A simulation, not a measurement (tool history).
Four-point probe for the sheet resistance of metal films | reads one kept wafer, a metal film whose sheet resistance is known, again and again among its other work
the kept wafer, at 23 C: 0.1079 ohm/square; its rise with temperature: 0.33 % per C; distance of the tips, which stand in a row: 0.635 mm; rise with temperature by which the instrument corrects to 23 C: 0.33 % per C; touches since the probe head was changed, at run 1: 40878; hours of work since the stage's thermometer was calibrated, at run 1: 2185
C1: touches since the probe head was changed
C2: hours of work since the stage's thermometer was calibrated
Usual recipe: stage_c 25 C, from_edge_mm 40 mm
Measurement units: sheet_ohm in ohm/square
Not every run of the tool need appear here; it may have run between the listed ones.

Run 1, hour 0.0: usual settings; C1 40878; C2 2185. Result: sheet_ohm 0.107931 ohm/square.
Run 2, hour 26.9: usual settings; C1 41712; C2 2204. Result: sheet_ohm 0.107946 ohm/square.
Run 3, hour 51.3: usual settings; C1 42470; C2 2221. Result: sheet_ohm 0.107951 ohm/square.
Run 4, hour 67.0: usual settings; C1 42955; C2 2231. Result: sheet_ohm 0.107905 ohm/square.
Run 5, hour 96.9: usual settings; C1 43882; C2 2252. Result: sheet_ohm 0.107906 ohm/square.
Run 6, hour 120.9: usual settings; C1 44626; C2 2269. Result: sheet_ohm 0.107933 ohm/square.
Run 7, hour 140.9: usual settings but stage_c 28 C; C1 45247; C2 2283. Result: sheet_ohm 0.107946 ohm/square.
Run 8, hour 167.3: usual settings; C1 46066; C2 2301. Result: sheet_ohm 0.107893 ohm/square.
Run 9, hour 184.9: usual settings; C1 46612; C2 2313. Result: sheet_ohm 0.107935 ohm/square.
Run 10, hour 200.7: usual settings; C1 47102; C2 2324. Result: sheet_ohm 0.107912 ohm/square.
Run 11, hour 214.5: usual settings; C1 47529; C2 2334. Result: sheet_ohm 0.107903 ohm/square.
Run 12, hour 236.2: usual settings; C1 48202; C2 2349. Result: sheet_ohm 0.107877 ohm/square.
Run 13, hour 255.1: usual settings but from_edge_mm 18 mm; C1 48789; C2 2362. Result: sheet_ohm 0.107972 ohm/square.
Run 14, hour 277.4: usual settings but from_edge_mm 18 mm; C1 49481; C2 2377. Result: sheet_ohm 0.107991 ohm/square.
Run 15, hour 308.3: usual settings; C1 50436; C2 2398. Result: sheet_ohm 0.107889 ohm/square.
Run 16, hour 334.5: usual settings but from_edge_mm 4 mm; C1 51248; C2 2417. Result: sheet_ohm 0.109339 ohm/square.
Run 17, hour 363.9: usual settings but from_edge_mm 4 mm; C1 52162; C2 2437. Result: sheet_ohm 0.109321 ohm/square.
Run 18, hour 385.5: usual settings but stage_c 28 C, from_edge_mm 4 mm; C1 52830; C2 2452. Result: sheet_ohm 0.109356 ohm/square.
Run 19, hour 407.5: usual settings but stage_c 22 C, from_edge_mm 4 mm; C1 53513; C2 2467. Result: sheet_ohm 0.109367 ohm/square.
Run 20, hour 428.2: usual settings but stage_c 22 C, from_edge_mm 4 mm; C1 54156; C2 2481. Result: sheet_ohm 0.109382 ohm/square.
At hour 443.6: stage's thermometer calibrated.
Run 21, hour 451.2: usual settings but stage_c 22 C, from_edge_mm 4 mm; C1 54852; C2 5. Result: sheet_ohm 0.109332 ohm/square.
Run 22, hour 483.1: usual settings but stage_c 22 C, from_edge_mm 4 mm; C1 55843; C2 27. Result: sheet_ohm 0.109371 ohm/square.
Run 23, hour 510.3: usual settings but stage_c 34 C, from_edge_mm 4 mm; C1 56685; C2 46. Result: sheet_ohm 0.109367 ohm/square.
Run 24, hour 530.4: usual settings but stage_c 23 C, from_edge_mm 4 mm; C1 57307; C2 60. Result: sheet_ohm 0.109336 ohm/square.
Run 25, hour 561.1: usual settings but stage_c 19 C, from_edge_mm 51 mm; C1 58259; C2 81. Result: sheet_ohm 0.107936 ohm/square.
Run 26, hour 580.1: usual settings but stage_c 21 C, from_edge_mm 41 mm; C1 58850; C2 94. Result: sheet_ohm 0.107890 ohm/square.
Run 27, hour 610.0: usual settings but stage_c 27 C, from_edge_mm 6 mm; C1 59778; C2 115. Result: sheet_ohm 0.108478 ohm/square.
Run 28, hour 630.1: usual settings but stage_c 21 C; C1 60401; C2 129. Result: sheet_ohm 0.107925 ohm/square.
Run 29, hour 660.4: usual settings but stage_c 28 C, from_edge_mm 7 mm; C1 61340; C2 150. Result: sheet_ohm 0.108373 ohm/square.
Run 30, hour 680.8: usual settings but stage_c 28 C, from_edge_mm 7 mm; C1 61972; C2 164. Result: sheet_ohm 0.108362 ohm/square.
Run 31, hour 709.8: usual settings but stage_c 23 C; C1 62872; C2 184. Result: sheet_ohm 0.107899 ohm/square.
Run 32, hour 738.7: usual settings but stage_c 24 C, from_edge_mm 28 mm; C1 63768; C2 204. Result: sheet_ohm 0.107970 ohm/square.
Run 33, hour 752.9: usual settings but stage_c 24 C, from_edge_mm 22 mm; C1 64208; C2 214. Result: sheet_ohm 0.107938 ohm/square.
Run 34, hour 778.3: usual settings but stage_c 29 C, from_edge_mm 15 mm; C1 64995; C2 232. Result: sheet_ohm 0.107981 ohm/square.
Run 35, hour 808.6: usual settings but stage_c 29 C, from_edge_mm 15 mm; C1 65933; C2 252. Result: sheet_ohm 0.107989 ohm/square.
Run 36, hour 821.8: usual settings but stage_c 19 C, from_edge_mm 74 mm; C1 66343; C2 262. Result: sheet_ohm 0.107901 ohm/square.
Run 37, hour 837.6: usual settings but stage_c 21 C, from_edge_mm 74 mm; C1 66835; C2 273. Result: sheet_ohm 0.107890 ohm/square.
Run 38, hour 858.3: usual settings but stage_c 21 C, from_edge_mm 74 mm; C1 67475; C2 287. Result: sheet_ohm 0.107885 ohm/square.
Run 39, hour 872.0: usual settings but stage_c 18 C, from_edge_mm 7 mm; C1 67901; C2 296. Result: sheet_ohm 0.108410 ohm/square.
Run 40, hour 891.6: usual settings but stage_c 32 C, from_edge_mm 7 mm; C1 68509; C2 310. Result: sheet_ohm 0.108385 ohm/square.
Run 41, hour 907.8: usual settings but stage_c 27 C, from_edge_mm 41 mm; C1 69010; C2 321. Result: sheet_ohm 0.107915 ohm/square.
Run 42, hour 921.3: usual settings but stage_c 21 C, from_edge_mm 11 mm; C1 69429; C2 330. Result: sheet_ohm 0.108098 ohm/square.
Run 43, hour 949.3: usual settings but stage_c 21 C, from_edge_mm 11 mm; C1 70296; C2 350. Result: sheet_ohm 0.108111 ohm/square.
Run 44, hour 968.8: usual settings but stage_c 18 C, from_edge_mm 11 mm; C1 70903; C2 363. Result: sheet_ohm 0.108090 ohm/square.
Run 45, hour 993.4: usual settings but stage_c 20 C, from_edge_mm 5 mm; C1 71663; C2 380. Result: sheet_ohm 0.108789 ohm/square.

Below are 3 alternative next runs, each starting from the tool's condition after run 45. Predict each:
Run A, hour 1018.0: usual settings but stage_c 35 C, from_edge_mm 42 mm; C1 72428; C2 397. Result: sheet_ohm ?.
Run B, hour 1018.0: usual settings but stage_c 21 C, from_edge_mm 4 mm; C1 72428; C2 397. Result: sheet_ohm ?.
Run C, hour 1018.0: usual settings but stage_c 28 C, from_edge_mm 30 mm; C1 72428; C2 397. Result: sheet_ohm ?.

run  sheet_ohm
  A   0.107912
  B   0.109346
  C   0.107910
Take away the tool's hidden state, keep each run's random variation, and the runs would have read:
run  sheet_ohm
  A   0.107906
  B   0.109341
  C   0.107904
